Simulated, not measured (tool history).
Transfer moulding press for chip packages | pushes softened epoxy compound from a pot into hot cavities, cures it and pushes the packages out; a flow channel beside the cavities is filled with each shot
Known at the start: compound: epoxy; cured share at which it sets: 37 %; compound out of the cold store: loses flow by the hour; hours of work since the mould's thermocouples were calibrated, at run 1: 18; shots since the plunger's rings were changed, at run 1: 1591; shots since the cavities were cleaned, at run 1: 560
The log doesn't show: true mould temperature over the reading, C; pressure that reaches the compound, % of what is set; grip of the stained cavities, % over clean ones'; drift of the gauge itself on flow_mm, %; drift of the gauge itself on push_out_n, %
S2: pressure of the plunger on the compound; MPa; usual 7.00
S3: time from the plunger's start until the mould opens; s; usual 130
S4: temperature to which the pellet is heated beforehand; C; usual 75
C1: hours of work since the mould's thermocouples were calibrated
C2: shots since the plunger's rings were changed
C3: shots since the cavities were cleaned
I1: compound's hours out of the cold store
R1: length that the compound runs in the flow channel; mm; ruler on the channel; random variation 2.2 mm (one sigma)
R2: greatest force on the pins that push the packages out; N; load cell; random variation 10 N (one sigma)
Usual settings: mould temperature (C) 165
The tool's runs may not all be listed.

{"run": 1, "hour": 0.0, "mould temperature (C)": 165, "S2": 7.0, "S3": 130, "S4": 75, "C1": 18, "C2": 1591, "C3": 560, "I1": 29.3, "R1": 768, "R2": 849}
{"hour": 3.1, "done": "cavities cleaned with cleaning compound and waxed"}
{"run": 2, "hour": 20.8, "mould temperature (C)": 165, "S2": 7.0, "S3": 130, "S4": 75, "C1": 33, "C2": 1811, "C3": 201, "I1": 39.4, "R1": 740, "R2": 681}
{"run": 3, "hour": 37.5, "mould temperature (C)": 165, "S2": 7.0, "S3": 130, "S4": 65, "C1": 46, "C2": 2002, "C3": 392, "I1": 15.3, "R1": 804, "R2": 819}
{"run": 4, "hour": 52.3, "mould temperature (C)": 165, "S2": 7.0, "S3": 130, "S4": 75, "C1": 58, "C2": 2171, "C3": 561, "I1": 36.7, "R1": 744, "R2": 851}
{"hour": 55.1, "done": "cavities cleaned with cleaning compound and waxed"}
{"run": 5, "hour": 67.1, "mould temperature (C)": 165, "S2": 7.0, "S3": 130, "S4": 75, "C1": 68, "C2": 2322, "C3": 137, "I1": 17.9, "R1": 794, "R2": 612}
{"run": 6, "hour": 75.6, "mould temperature (C)": 165, "S2": 7.0, "S3": 130, "S4": 79, "C1": 75, "C2": 2420, "C3": 235, "I1": 45.5, "R1": 724, "R2": 687}
{"run": 7, "hour": 93.0, "mould temperature (C)": 165, "S2": 7.0, "S3": 130, "S4": 79, "C1": 88, "C2": 2618, "C3": 433, "I1": 24.9, "R1": 774, "R2": 761}
{"hour": 108.2, "done": "cavities cleaned with cleaning compound and waxed"}
{"run": 8, "hour": 109.7, "mould temperature (C)": 165, "S2": 7.0, "S3": 130, "S4": 75, "C1": 100, "C2": 2792, "C3": 18, "I1": 16.1, "R1": 799, "R2": 478}
{"run": 9, "hour": 118.9, "mould temperature (C)": 165, "S2": 7.0, "S3": 130, "S4": 75, "C1": 108, "C2": 2896, "C3": 122, "I1": 37.5, "R1": 738, "R2": 577}
{"run": 10, "hour": 127.3, "mould temperature (C)": 165, "S2": 7.0, "S3": 130, "S4": 75, "C1": 114, "C2": 2992, "C3": 218, "I1": 38.9, "R1": 736, "R2": 700}
{"run": 11, "hour": 137.5, "mould temperature (C)": 165, "S2": 7.0, "S3": 130, "S4": 75, "C1": 122, "C2": 3108, "C3": 334, "I1": 17.3, "R1": 793, "R2": 752}
{"run": 12, "hour": 152.5, "mould temperature (C)": 165, "S2": 7.0, "S3": 130, "S4": 75, "C1": 134, "C2": 3280, "C3": 506, "I1": 42.4, "R1": 728, "R2": 809}
{"hour": 161.0, "done": "cavities cleaned with cleaning compound and waxed"}
{"hour": 165.7, "done": "plunger's sealing rings changed"}
{"run": 13, "hour": 175.6, "mould temperature (C)": 165, "S2": 7.0, "S3": 130, "S4": 75, "C1": 149, "C2": 113, "C3": 139, "I1": 10.9, "R1": 824, "R2": 627}
{"run": 14, "hour": 185.4, "mould temperature (C)": 165, "S2": 6.53, "S3": 130, "S4": 75, "C1": 157, "C2": 224, "C3": 250, "I1": 15.2, "R1": 786, "R2": 718}
{"run": 15, "hour": 194.0, "mould temperature (C)": 165, "S2": 7.64, "S3": 142, "S4": 75, "C1": 163, "C2": 322, "C3": 348, "I1": 44.3, "R1": 769, "R2": 757}
{"run": 16, "hour": 209.8, "mould temperature (C)": 165, "S2": 8.38, "S3": 156, "S4": 75, "C1": 176, "C2": 503, "C3": 529, "I1": 33.9, "R1": 831, "R2": 801}
{"hour": 216.0, "done": "cavities cleaned with cleaning compound and waxed"}
{"run": 17, "hour": 222.3, "mould temperature (C)": 165, "S2": 8.38, "S3": 156, "S4": 75, "C1": 184, "C2": 627, "C3": 71, "I1": 34.5, "R1": 827, "R2": 530}
{"run": 18, "hour": 231.7, "mould temperature (C)": 157, "S2": 8.38, "S3": 156, "S4": 70, "C1": 192, "C2": 735, "C3": 179, "I1": 38.6, "R1": 851, "R2": 725}
{"run": 19, "hour": 245.1, "mould temperature (C)": 157, "S2": 8.38, "S3": 156, "S4": 70, "C1": 202, "C2": 889, "C3": 333, "I1": 27.8, "R1": 879, "R2": 858}
{"run": 20, "hour": 264.0, "mould temperature (C)": 165, "S2": 6.8, "S3": 130, "S4": 75, "C1": 217, "C2": 1104, "C3": 548, "I1": 39.9, "R1": 734, "R2": 834}
{"hour": 267.8, "done": "cavities cleaned with cleaning compound and waxed"}
{"run": 21, "hour": 277.2, "mould temperature (C)": 162, "S2": 7.0, "S3": 130, "S4": 67, "C1": 226, "C2": 1237, "C3": 107, "I1": 36.0, "R1": 760, "R2": 635}
{"run": 22, "hour": 294.5, "mould temperature (C)": 162, "S2": 6.5, "S3": 143, "S4": 67, "C1": 240, "C2": 1435, "C3": 305, "I1": 23.5, "R1": 768, "R2": 780}
{"run": 23, "hour": 310.2, "mould temperature (C)": 157, "S2": 5.43, "S3": 112, "S4": 73, "C1": 252, "C2": 1614, "C3": 484, "I1": 40.6, "R1": 677, "R2": 1683}
{"hour": 320.1, "done": "cavities cleaned with cleaning compound and waxed"}
{"run": 24, "hour": 323.4, "mould temperature (C)": 172, "S2": 6.36, "S3": 163, "S4": 75, "C1": 261, "C2": 1747, "C3": 38, "I1": 32.5, "R1": 701, "R2": 483}
{"run": 25, "hour": 332.1, "mould temperature (C)": 167, "S2": 7.49, "S3": 130, "S4": 74, "C1": 268, "C2": 1847, "C3": 138, "I1": 47.0, "R1": 739, "R2": 590}
{"run": 26, "hour": 349.1, "mould temperature (C)": 167, "S2": 7.49, "S3": 130, "S4": 74, "C1": 281, "C2": 2040, "C3": 331, "I1": 34.0, "R1": 767, "R2": 773}
{"run": 27, "hour": 368.3, "mould temperature (C)": 165, "S2": 7.06, "S3": 130, "S4": 75, "C1": 297, "C2": 2259, "C3": 550, "I1": 45.0, "R1": 727, "R2": 869}

3 ways to go on from here, each from the tool as it stands after run 27. What would each give?
{"hour": 372.4, "done": "cavities cleaned with cleaning compound and waxed"}
{"run": "A", "hour": 381.1, "mould temperature (C)": 165, "S2": 7.0, "S3": 117, "S4": 75, "C1": 305, "C2": 2388, "C3": 99, "I1": 37.4, "R1": "?", "R2": "?"}
{"hour": 372.4, "done": "cavities cleaned with cleaning compound and waxed"}
{"run": "B", "hour": 381.1, "mould temperature (C)": 172, "S2": 7.0, "S3": 117, "S4": 75, "C1": 305, "C2": 2388, "C3": 99, "I1": 35.5, "R1": "?", "R2": "?"}
{"hour": 372.4, "done": "cavities cleaned with cleaning compound and waxed"}
{"run": "C", "hour": 381.1, "mould temperature (C)": 169, "S2": 7.1, "S3": 130, "S4": 82, "C1": 305, "C2": 2388, "C3": 99, "I1": 33.7, "R1": "?", "R2": "?"}

run=A R1=746 R2=596
run=B R1=726 R2=550
run=C R1=746 R2=526
Without the tool's hidden state the same runs would have given:
run=A R1=758 R2=468
run=B R1=738 R2=441
run=C R1=758 R2=421
